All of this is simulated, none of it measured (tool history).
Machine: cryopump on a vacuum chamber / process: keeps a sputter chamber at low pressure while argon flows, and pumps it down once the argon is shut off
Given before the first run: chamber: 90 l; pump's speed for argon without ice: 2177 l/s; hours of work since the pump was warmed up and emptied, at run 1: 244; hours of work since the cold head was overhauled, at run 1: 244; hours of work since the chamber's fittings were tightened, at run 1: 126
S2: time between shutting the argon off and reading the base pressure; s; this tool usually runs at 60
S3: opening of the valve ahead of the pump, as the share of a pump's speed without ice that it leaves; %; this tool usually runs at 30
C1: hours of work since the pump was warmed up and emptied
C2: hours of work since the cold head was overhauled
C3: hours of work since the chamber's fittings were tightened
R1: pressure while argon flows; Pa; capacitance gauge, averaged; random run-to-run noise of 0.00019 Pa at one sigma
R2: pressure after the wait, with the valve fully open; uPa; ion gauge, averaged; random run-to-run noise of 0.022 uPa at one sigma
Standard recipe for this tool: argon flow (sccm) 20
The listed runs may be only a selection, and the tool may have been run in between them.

Run 1, hour 0.0: usual settings; C1 244; C2 244; C3 126. Result: R1 0.0526 Pa, R2 0.73 uPa.
Run 2, hour 56.3: usual settings; C1 283; C2 283; C3 165. Result: R1 0.0529 Pa, R2 0.75 uPa.
Run 3, hour 117.5: usual settings; C1 326; C2 326; C3 208. Result: R1 0.0533 Pa, R2 0.81 uPa.
Run 4, hour 182.5: usual settings; C1 371; C2 371; C3 253. Result: R1 0.0534 Pa, R2 0.86 uPa.
Run 5, hour 246.3: usual settings but S3 23 %; C1 416; C2 416; C3 298. Result: R1 0.0690 Pa, R2 0.80 uPa.
Run 6, hour 277.7: usual settings but S3 23 %; C1 438; C2 438; C3 320. Result: R1 0.0695 Pa, R2 0.85 uPa.
Run 7, hour 327.4: usual settings but S3 23 %; C1 473; C2 473; C3 354. Result: R1 0.0699 Pa, R2 0.87 uPa.
Run 8, hour 377.9: usual settings but S3 23 %; C1 508; C2 508; C3 390. Result: R1 0.0697 Pa, R2 0.87 uPa.
Run 9, hour 419.4: usual settings but argon flow (sccm) 15, S3 21 %; C1 537; C2 537; C3 419. Result: R1 0.0572 Pa, R2 0.89 uPa.
Run 10, hour 483.7: usual settings but argon flow (sccm) 35, S2 62 s, S3 21 %; C1 582; C2 582; C3 464. Result: R1 0.1337 Pa, R2 0.89 uPa.
At hour 541.6: pump warmed up, emptied and cooled again.
Run 11, hour 551.6: usual settings but argon flow (sccm) 35, S2 212 s, S3 37 %; C1 7; C2 626; C3 507. Result: R1 0.0737 Pa, R2 0.51 uPa.
Run 12, hour 580.8: usual settings but argon flow (sccm) 29, S2 20 s, S3 21 %; C1 27; C2 646; C3 528. Result: R1 0.1075 Pa, R2 1.99 uPa.
Run 13, hour 636.3: usual settings but argon flow (sccm) 29, S2 20 s, S3 21 %; C1 66; C2 685; C3 567. Result: R1 0.1077 Pa, R2 1.98 uPa.
Run 14, hour 686.7: usual settings but argon flow (sccm) 29, S2 20 s, S3 21 %; C1 101; C2 720; C3 602. Result: R1 0.1084 Pa, R2 1.96 uPa.
Run 15, hour 733.8: usual settings but argon flow (sccm) 29, S2 20 s, S3 21 %; C1 134; C2 753; C3 635. Result: R1 0.1083 Pa, R2 2.02 uPa.
Run 16, hour 767.2: usual settings but argon flow (sccm) 29, S2 20 s, S3 21 %; C1 158; C2 776; C3 658. Result: R1 0.1083 Pa, R2 2.04 uPa.

Here are 3 independent what-if runs from the current tool condition. What would each one return?
Run A, hour 819.3: usual settings but argon flow (sccm) 29, S2 20 s, S3 31 %; C1 194; C2 813; C3 694. Result: R1 ?, R2 ?.
Run B, hour 819.3: usual settings but S2 289 s, S3 27 %; C1 194; C2 813; C3 694. Result: R1 ?, R2 ?.
Run C, hour 819.3: usual settings but argon flow (sccm) 11, S2 50 s, S3 22 %; C1 194; C2 813; C3 694. Result: R1 ?, R2 ?.

run      R1    R2
  A  0.0740  2.08
  B  0.0581  0.57
  C  0.0389  1.11
The same runs, with their run-to-run variation unchanged, on a tool lacking any hidden condition would have given:
run      R1    R2
  A  0.0727  1.74
  B  0.0572  0.24
  C  0.0384  0.78
